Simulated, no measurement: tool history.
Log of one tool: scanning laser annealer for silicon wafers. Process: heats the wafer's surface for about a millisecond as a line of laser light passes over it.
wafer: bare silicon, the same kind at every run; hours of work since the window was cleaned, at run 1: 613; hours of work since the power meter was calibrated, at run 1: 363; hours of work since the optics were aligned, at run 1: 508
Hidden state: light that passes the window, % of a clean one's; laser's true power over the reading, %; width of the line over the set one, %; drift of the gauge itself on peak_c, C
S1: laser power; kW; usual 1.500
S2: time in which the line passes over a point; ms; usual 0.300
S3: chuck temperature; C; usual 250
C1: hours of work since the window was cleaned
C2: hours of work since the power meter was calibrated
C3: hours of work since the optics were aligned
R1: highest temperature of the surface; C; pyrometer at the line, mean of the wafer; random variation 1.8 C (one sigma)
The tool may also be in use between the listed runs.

Run 1, hour 0.0: usual settings; C1 613; C2 363; C3 508. Result: R1 926 C.
Run 2, hour 18.7: usual settings; C1 624; C2 374; C3 519. Result: R1 929 C.
Run 3, hour 29.5: usual settings; C1 631; C2 381; C3 526. Result: R1 926 C.
Run 4, hour 40.6: usual settings; C1 638; C2 388; C3 533. Result: R1 926 C.
Run 5, hour 51.6: usual settings but S2 0.223 ms; C1 645; C2 394; C3 540. Result: R1 838 C.
Run 6, hour 69.5: usual settings but S2 0.223 ms; C1 656; C2 405; C3 551. Result: R1 834 C.
Run 7, hour 81.2: usual settings but S1 1.473 kW; C1 663; C2 413; C3 558. Result: R1 908 C.
Run 8, hour 92.8: usual settings but S1 1.473 kW; C1 670; C2 420; C3 565. Result: R1 907 C.
Run 9, hour 102.8: usual settings; C1 676; C2 426; C3 571. Result: R1 925 C.
Run 10, hour 117.0: usual settings but S1 1.595 kW; C1 685; C2 435; C3 580. Result: R1 967 C.
Run 11, hour 131.3: usual settings but S1 1.594 kW; C1 694; C2 444; C3 589. Result: R1 969 C.
Run 12, hour 143.2: usual settings; C1 701; C2 451; C3 596. Result: R1 921 C.
Run 13, hour 157.5: usual settings; C1 710; C2 460; C3 605. Result: R1 919 C.
Run 14, hour 176.4: usual settings but S3 217 C; C1 722; C2 471; C3 617. Result: R1 887 C.
At hour 181.5: window over the wafer cleaned.
Run 15, hour 198.0: usual settings but S1 1.403 kW, S3 217 C; C1 10; C2 483; C3 629. Result: R1 879 C.
Run 16, hour 214.8: usual settings but S1 1.403 kW, S2 0.235 ms, S3 217 C; C1 21; C2 494; C3 639. Result: R1 812 C.
Run 17, hour 230.0: usual settings; C1 30; C2 503; C3 648. Result: R1 964 C.
Run 18, hour 246.8: usual settings but S2 0.357 ms; C1 40; C2 514; C3 659. Result: R1 1024 C.
Run 19, hour 255.5: usual settings but S2 0.357 ms; C1 46; C2 519; C3 664. Result: R1 1020 C.
Run 20, hour 277.2: usual settings but S2 0.357 ms; C1 59; C2 532; C3 677. Result: R1 1017 C.
Run 21, hour 292.0: usual settings but S1 1.344 kW; C1 68; C2 541; C3 687. Result: R1 877 C.
Run 22, hour 305.9: usual settings but S1 1.602 kW, S2 0.362 ms, S3 272 C; C1 77; C2 550; C3 695. Result: R1 1108 C.
Run 23, hour 319.3: usual settings but S1 1.602 kW, S2 0.362 ms, S3 272 C; C1 85; C2 558; C3 703. Result: R1 1108 C.
Run 24, hour 332.2: usual settings but S1 1.602 kW, S2 0.362 ms, S3 272 C; C1 93; C2 566; C3 711. Result: R1 1107 C.
Run 25, hour 345.3: usual settings but S1 1.602 kW, S2 0.362 ms, S3 272 C; C1 101; C2 574; C3 719. Result: R1 1105 C.
Run 26, hour 358.9: usual settings but S1 1.645 kW, S2 0.302 ms, S3 274 C; C1 109; C2 583; C3 728. Result: R1 1059 C.
Run 27, hour 380.0: usual settings but S1 1.508 kW, S2 0.235 ms, S3 263 C; C1 122; C2 596; C3 741. Result: R1 901 C.
At hour 387.0: optics aligned, line set to its width.
Run 28, hour 397.6: usual settings but S1 1.385 kW, S2 0.364 ms, S3 253 C; C1 130; C2 603; C3 7. Result: R1 974 C.
Run 29, hour 409.1: usual settings but S3 271 C; C1 137; C2 611; C3 14. Result: R1 991 C.
Run 30, hour 430.0: usual settings but S3 271 C; C1 150; C2 623; C3 27. Result: R1 989 C.
Run 31, hour 443.7: usual settings but S3 271 C; C1 159; C2 632; C3 35. Result: R1 991 C.
Run 32, hour 454.7: usual settings but S3 271 C; C1 165; C2 639; C3 42. Result: R1 990 C.
Run 33, hour 471.1: usual settings but S1 1.495 kW, S2 0.345 ms, S3 252 C; C1 175; C2 649; C3 52. Result: R1 1015 C.
Run 34, hour 483.4: usual settings but S1 1.495 kW, S2 0.345 ms, S3 252 C; C1 183; C2 656; C3 59. Result: R1 1014 C.
Run 35, hour 498.1: usual settings but S1 1.495 kW, S2 0.345 ms, S3 252 C; C1 192; C2 665; C3 68. Result: R1 1015 C.
Run 36, hour 507.1: usual settings but S3 279 C; C1 198; C2 671; C3 74. Result: R1 993 C.
Run 37, hour 519.9: usual settings but S2 0.344 ms, S3 279 C; C1 206; C2 679; C3 82. Result: R1 1041 C.
Run 38, hour 536.5: usual settings but S2 0.344 ms, S3 279 C; C1 216; C2 689; C3 92. Result: R1 1040 C.
Run 39, hour 555.7: usual settings but S1 1.433 kW, S3 220 C; C1 228; C2 701; C3 104. Result: R1 896 C.
Run 40, hour 567.5: usual settings but S1 1.433 kW, S3 220 C; C1 235; C2 708; C3 111. Result: R1 897 C.

Hidden state or all else? Some run-to-run changes of R1, split into what the settings, what came in and random variation would give without the hidden state, and what is left for the hidden state (with any gauge scatter that isn't in both results):
Run 6 -> 7: S1 1.500 -> 1.473, S2 0.223 -> 0.300. R1 +74 C: hidden state -7, all else +81.
Run 14 -> 15: S1 1.500 -> 1.403, window over the wafer cleaned. R1 -8 C: hidden state +47, all else -55.
Run 16 -> 17: S1 1.403 -> 1.500, S2 0.235 -> 0.300, S3 217 -> 250. R1 +152 C: hidden state -4, all else +156.
Run 21 -> 22: S1 1.344 -> 1.602, S2 0.300 -> 0.362, S3 250 -> 272. R1 +231 C: hidden state -6, all else +237.
Run 26 -> 27: S1 1.645 -> 1.508, S2 0.302 -> 0.235, S3 274 -> 263. R1 -158 C: hidden state +4, all else -162.
Run 27 -> 28: S1 1.508 -> 1.385, S2 0.235 -> 0.364, S3 263 -> 253, optics aligned, line set to its width. R1 +73 C: hidden state +14, all else +59.
